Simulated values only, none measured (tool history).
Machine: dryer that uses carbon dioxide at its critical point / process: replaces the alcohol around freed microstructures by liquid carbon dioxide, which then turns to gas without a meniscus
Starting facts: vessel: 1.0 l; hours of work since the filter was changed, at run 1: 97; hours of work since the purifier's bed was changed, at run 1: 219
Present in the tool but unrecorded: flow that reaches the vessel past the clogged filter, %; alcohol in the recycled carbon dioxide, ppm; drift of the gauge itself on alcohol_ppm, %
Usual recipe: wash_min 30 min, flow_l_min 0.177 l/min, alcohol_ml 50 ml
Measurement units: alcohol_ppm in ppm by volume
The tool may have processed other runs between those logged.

| run | hour | wash_min | flow_l_min | alcohol_ml | hours of work since the filter was changed | hours of work since the purifier's bed was changed | alcohol_ppm |
|---|---|---|---|---|---|---|---|
| 1 | 0 | 30 | 0.177 | 50 | 97 | 219 | 638 |
| 2 | 11.2 | 30 | 0.177 | 50 | 102 | 224 | 672 |
| 3 | 18.9 | 24 | 0.177 | 50 | 105 | 227 | 1497 |
| 4 | 32.8 | 24 | 0.261 | 50 | 111 | 233 | 353 |
| 5 | 42.5 | 30 | 0.177 | 74 | 115 | 237 | 965 |
| 6 | 50.7 | 30 | 0.177 | 74 | 118 | 241 | 1025 |
| 7 | 60.3 | 30 | 0.283 | 50 | 122 | 245 | 142 |
| 8 | 69.5 | 30 | 0.177 | 50 | 126 | 249 | 709 |
| 9 | 79.5 | 30 | 0.177 | 41 | 131 | 253 | 642 |
| 10 | 95 | 30 | 0.177 | 41 | 137 | 259 | 674 |
| 11 | 111.2 | 30 | 0.177 | 50 | 144 | 266 | 783 |
| 12 | 121.7 | 30 | 0.24 | 50 | 149 | 271 | 264 |
| 13 | 129.5 | 30 | 0.177 | 50 | 152 | 274 | 849 |
| 14 | 144.3 | 30 | 0.177 | 96 | 158 | 280 | 1522 |
| 15 | 160.1 | 22 | 0.177 | 96 | 165 | 287 | 4524 |
|  | 164 | inlet filter changed |
| 16 | 169.7 | 22 | 0.177 | 96 | 2 | 291 | 2617 |
| 17 | 185 | 22 | 0.177 | 96 | 9 | 297 | 2590 |
| 18 | 195.7 | 30 | 0.242 | 50 | 13 | 302 | 182 |
| 19 | 210.7 | 30 | 0.153 | 30 | 20 | 308 | 558 |
| 20 | 223.4 | 30 | 0.153 | 86 | 25 | 314 | 1381 |
| 21 | 238.4 | 30 | 0.132 | 33 | 32 | 320 | 1037 |
| 22 | 252.7 | 46 | 0.179 | 37 | 38 | 326 | 160 |
| 23 | 264.3 | 28 | 0.123 | 37 | 43 | 331 | 1797 |
| 24 | 272.3 | 28 | 0.158 | 28 | 46 | 334 | 665 |
| 25 | 282.4 | 28 | 0.158 | 28 | 50 | 339 | 659 |
| 26 | 291.7 | 28 | 0.211 | 28 | 54 | 342 | 288 |
| 27 | 300.9 | 28 | 0.211 | 28 | 58 | 346 | 289 |

What will run 28 give?
| 28 | 316.3 | 28 | 0.211 | 28 | 65 | 353 | ? |

alcohol_ppm: 314 ppm by volume
With the hidden condition absent and the run-to-run variation left alone, this run would have shown alcohol_ppm 116 ppm by volume.
